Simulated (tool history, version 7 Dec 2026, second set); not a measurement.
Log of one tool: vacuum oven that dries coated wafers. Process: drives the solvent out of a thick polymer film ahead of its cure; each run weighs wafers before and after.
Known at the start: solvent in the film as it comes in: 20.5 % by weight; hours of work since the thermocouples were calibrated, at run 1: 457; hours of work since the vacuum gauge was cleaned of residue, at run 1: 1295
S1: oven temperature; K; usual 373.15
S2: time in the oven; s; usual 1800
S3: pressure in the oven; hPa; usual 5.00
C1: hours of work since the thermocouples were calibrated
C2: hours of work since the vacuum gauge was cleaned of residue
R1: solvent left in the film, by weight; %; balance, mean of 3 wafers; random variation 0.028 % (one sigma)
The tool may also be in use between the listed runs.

| run | hour | S1 | S2 | S3 | C1 | C2 | R1 |
|---|---|---|---|---|---|---|---|
| 1 | 0.0 | 373.15 | 1800 | 5.00 | 457 | 1295 | 1.16 |
| 2 | 19.4 | 373.15 | 1800 | 5.00 | 473 | 1311 | 1.19 |
| 3 | 50.9 | 373.15 | 1800 | 5.00 | 497 | 1335 | 1.20 |
| 4 | 78.7 | 373.15 | 1800 | 5.42 | 519 | 1357 | 1.18 |
| 5 | 100.2 | 363.15 | 1800 | 5.42 | 536 | 1374 | 4.33 |
| 6 | 122.4 | 373.15 | 1080 | 5.00 | 554 | 1392 | 3.24 |
| 7 | 149.7 | 373.15 | 1080 | 5.00 | 575 | 1413 | 3.27 |
| 8 | 190.0 | 373.15 | 1620 | 5.00 | 607 | 1445 | 1.50 |
| 9 | 225.9 | 373.15 | 1620 | 5.00 | 635 | 1473 | 1.48 |
| 10 | 255.9 | 383.15 | 1800 | 5.00 | 658 | 1496 | 0.18 |
| 11 | 294.7 | 383.15 | 1800 | 5.00 | 689 | 1527 | 0.17 |
| 12 | 330.6 | 373.15 | 1800 | 19.16 | 717 | 1555 | 1.44 |
| 13 | 374.5 | 373.15 | 1800 | 3.14 | 751 | 1590 | 1.12 |
| 14 | 420.3 | 373.15 | 1800 | 5.00 | 788 | 1626 | 1.20 |
| 15 | 452.5 | 373.15 | 1800 | 5.00 | 813 | 1651 | 1.15 |
| 16 | 483.3 | 373.15 | 1800 | 5.00 | 837 | 1675 | 1.15 |
| 17 | 503.7 | 373.15 | 1800 | 5.00 | 853 | 1691 | 1.17 |
| 18 | 527.9 | 373.15 | 1800 | 5.00 | 872 | 1710 | 1.15 |
| 19 | 546.9 | 373.15 | 1800 | 5.00 | 887 | 1725 | 1.18 |
| 20 | 576.0 | 373.15 | 1800 | 5.00 | 910 | 1748 | 1.14 |
| 21 | 601.9 | 373.15 | 1800 | 5.00 | 930 | 1768 | 1.15 |
| 22 | 625.3 | 373.15 | 1020 | 5.00 | 948 | 1787 | 3.55 |
| 23 | 648.0 | 373.15 | 1020 | 5.00 | 966 | 1804 | 3.56 |
| 24 | 677.4 | 385.15 | 1800 | 5.00 | 989 | 1827 | 0.08 |
| 25 | 721.0 | 373.15 | 2940 | 3.92 | 1024 | 1862 | 0.28 |
| 26 | 754.2 | 373.15 | 2940 | 3.92 | 1050 | 1888 | 0.29 |
| 27 | 774.5 | 360.15 | 1020 | 10.47 | 1066 | 1904 | 9.03 |
| 28 | 798.8 | 358.15 | 960 | 5.00 | 1085 | 1923 | 10.04 |
| 29 | 818.8 | 358.15 | 960 | 5.00 | 1100 | 1939 | 10.12 |
| 30 | 840.7 | 373.15 | 2460 | 5.00 | 1118 | 1956 | 0.50 |
| 31 | 881.1 | 369.15 | 1740 | 3.02 | 1149 | 1987 | 2.24 |
| 32 | 920.8 | 388.15 | 3120 | 5.36 | 1181 | 2019 | 0.06 |
| 33 | 957.9 | 364.15 | 1200 | 3.85 | 1210 | 2048 | 6.21 |
| 34 | 1003.5 | 362.15 | 2160 | 12.12 | 1246 | 2084 | 3.89 |
| 35 | 1027.5 | 362.15 | 1020 | 10.87 | 1264 | 2102 | 8.31 |
| 36 | 1049.6 | 374.15 | 1440 | 10.94 | 1282 | 2120 | 1.73 |
| 37 | 1082.9 | 381.15 | 1380 | 16.99 | 1308 | 2146 | 0.69 |
|  | 1098.2 | oven's thermocouples calibrated |
| 38 | 1119.2 | 381.15 | 1380 | 16.99 | 16 | 2173 | 0.76 |
| 39 | 1138.3 | 380.15 | 1800 | 6.42 | 32 | 2188 | 0.34 |
| 40 | 1160.0 | 380.15 | 1800 | 6.42 | 49 | 2205 | 0.31 |
| 41 | 1202.5 | 387.15 | 1440 | 4.10 | 82 | 2238 | 0.15 |
| 42 | 1242.0 | 387.15 | 1440 | 4.10 | 113 | 2269 | 0.14 |
| 43 | 1284.2 | 376.15 | 1020 | 7.23 | 146 | 2303 | 2.63 |
| 44 | 1321.3 | 361.15 | 2040 | 5.00 | 175 | 2332 | 4.44 |
| 45 | 1366.6 | 361.15 | 2040 | 5.00 | 211 | 2367 | 4.50 |
| 46 | 1396.2 | 378.15 | 1800 | 5.00 | 234 | 2390 | 0.41 |

Some steps in R1 between neighbouring runs. How much of each would the tool show without its hidden state too (settings, what came in, random variation), and how much is left for the hidden state, with any gauge scatter that isn't in both results?
The hidden state here: true wafer temperature over the reading, C; true pressure over the reading, kPa; drift of the gauge itself on solvent_pct, %.
Run 26 -> 27: S1 373.15 -> 360.15, S2 2940 -> 1020, S3 3.92 -> 10.47. R1 +8.74 %: hidden state -0.02, all else +8.76.
Run 29 -> 30: S1 358.15 -> 373.15, S2 960 -> 2460. R1 -9.62 %: hidden state +0.02, all else -9.64.
Run 32 -> 33: S1 388.15 -> 364.15, S2 3120 -> 1200, S3 5.36 -> 3.85. R1 +6.15 %: hidden state -0.03, all else +6.18.
Run 35 -> 36: S1 362.15 -> 374.15, S2 1020 -> 1440, S3 10.87 -> 10.94. R1 -6.58 %: hidden state +0.00, all else -6.58.
